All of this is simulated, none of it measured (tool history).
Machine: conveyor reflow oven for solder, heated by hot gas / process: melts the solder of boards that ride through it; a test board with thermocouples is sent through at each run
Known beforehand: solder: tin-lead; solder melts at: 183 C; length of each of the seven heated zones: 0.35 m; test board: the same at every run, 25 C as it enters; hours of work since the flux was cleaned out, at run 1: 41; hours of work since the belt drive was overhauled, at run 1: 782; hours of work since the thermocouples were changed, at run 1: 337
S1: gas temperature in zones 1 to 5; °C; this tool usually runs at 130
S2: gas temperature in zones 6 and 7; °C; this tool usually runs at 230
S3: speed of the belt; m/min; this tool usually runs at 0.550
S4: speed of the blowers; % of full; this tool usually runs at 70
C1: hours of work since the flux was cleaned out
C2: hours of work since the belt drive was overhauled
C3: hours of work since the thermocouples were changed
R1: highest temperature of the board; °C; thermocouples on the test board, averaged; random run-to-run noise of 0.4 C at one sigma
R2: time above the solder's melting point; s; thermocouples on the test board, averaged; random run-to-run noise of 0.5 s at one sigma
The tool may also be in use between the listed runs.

run    hour   S1   S2     S3  S4   C1    C2   C3     R1    R2
  1     0.0  130  230  0.550  70   41   782  337  207.8  45.6
  2    60.6  130  230  0.550  70   89   831  386  207.7  45.7
  3   126.1  130  230  0.550  70  141   883  438  206.9  44.1
  4   221.7  130  230  0.550  70  217   959  514  206.6  43.2
      231.7  -- thermocouples of zones 6 and 7 changed
  5   300.7  130  230  0.550  70  278  1020   55  206.9  43.6
      331.5  -- flux residue cleaned out of gas plates and filters
  6   369.2  130  230  0.550  70   30  1070  105  209.3  47.6
  7   444.1  130  230  0.550  70   90  1130  165  208.4  47.2
      505.6  -- belt drive overhauled, speed set with a stopwatch
  8   516.4  130  230  0.550  70  144     9  219  207.4  44.8
  9   607.7  130  230  0.604  70  217    81  292  203.0  35.2
 10   696.3  141  230  0.550  70  287   152  362  208.6  49.6
      718.1  -- flux residue cleaned out of gas plates and filters
 11   778.3  130  230  0.550  70   48   213  424  208.0  45.1
 12   830.1  130  230  0.550  70   89   254  465  207.8  45.2
 13   881.5  130  229  0.550  70  130   295  506  206.4  44.5
      899.4  -- thermocouples of zones 6 and 7 changed
 14   973.7  130  229  0.550  70  202   367   59  205.8  43.4
 15  1037.5  130  230  0.550  70  252   418  110  207.4  43.7
     1105.0  -- flux residue cleaned out of gas plates and filters
 16  1122.4  130  230  0.561  70   14   481  173  207.6  43.8
 17  1209.5  133  229  0.561  70   83   551  243  206.1  43.7
 18  1266.3  115  220  0.550  87  128   596  288  200.6  34.1
 19  1334.0  118  221  0.445  70  182   650  342  205.0  49.9
 20  1400.3  118  230  0.509  70  235   702  395  206.6  44.5
 21  1448.4  118  230  0.509  70  273   741  433  207.1  44.4
     1489.8  -- flux residue cleaned out of gas plates and filters
 22  1543.4  144  223  0.550  70   43   812  504  204.7  47.8
     1566.9  -- thermocouples of zones 6 and 7 changed
 23  1619.9  144  230  0.550  61  102   871   42  207.9  49.9
 24  1676.8  129  240  0.550  88  147   917   87  220.9  56.5
 25  1734.2  129  240  0.550  88  193   962  133  221.3  58.1
 26  1803.5  129  240  0.550  88  248  1018  188  220.1  57.0
 27  1862.5  127  231  0.546  70  295  1065  235  205.6  43.2
     1873.2  -- flux residue cleaned out of gas plates and filters
 28  1925.4  118  233  0.616  55   42  1111  281  196.2  22.4
 29  2003.3  118  233  0.616  55  103  1173  343  195.3  20.5
     2013.7  -- belt drive overhauled, speed set with a stopwatch
 30  2088.4  118  233  0.616  55  168    59  408  193.8  19.0

How would selected steps in R1 from run to run divide? Give the signed amount a tool lacking its hidden state would still show from settings, what came in and random variation, and the signed amount left for the hidden state, including any gauge scatter that is not in both of the compared results.
Hidden state at play: heat that the gas passes to the board, % of a clean oven's; belt's true speed, % of the reading; true gas temperature in zones 6 and 7 over the reading, C; drift of the gauge itself on peak_c, C; drift of the gauge itself on liquid_s, %.
Run 5 -> 6: flux residue cleaned out of gas plates and filters. R1 +2.4 °C: hidden state +2.2, all else +0.2.
Run 21 -> 22: S1 118 -> 144, S2 230 -> 223, S3 0.509 -> 0.550, flux residue cleaned out of gas plates and filters. R1 -2.4 °C: hidden state +1.8, all else -4.2.
Run 23 -> 24: S1 144 -> 129, S2 230 -> 240, S4 61 -> 88. R1 +13.0 °C: hidden state -0.9, all else +13.9.
Run 26 -> 27: S1 129 -> 127, S2 240 -> 231, S3 0.550 -> 0.546, S4 88 -> 70. R1 -14.5 °C: hidden state -0.1, all else -14.4.
Run 27 -> 28: S1 127 -> 118, S2 231 -> 233, S3 0.546 -> 0.616, S4 70 -> 55, flux residue cleaned out of gas plates and filters. R1 -9.4 °C: hidden state +2.7, all else -12.1.
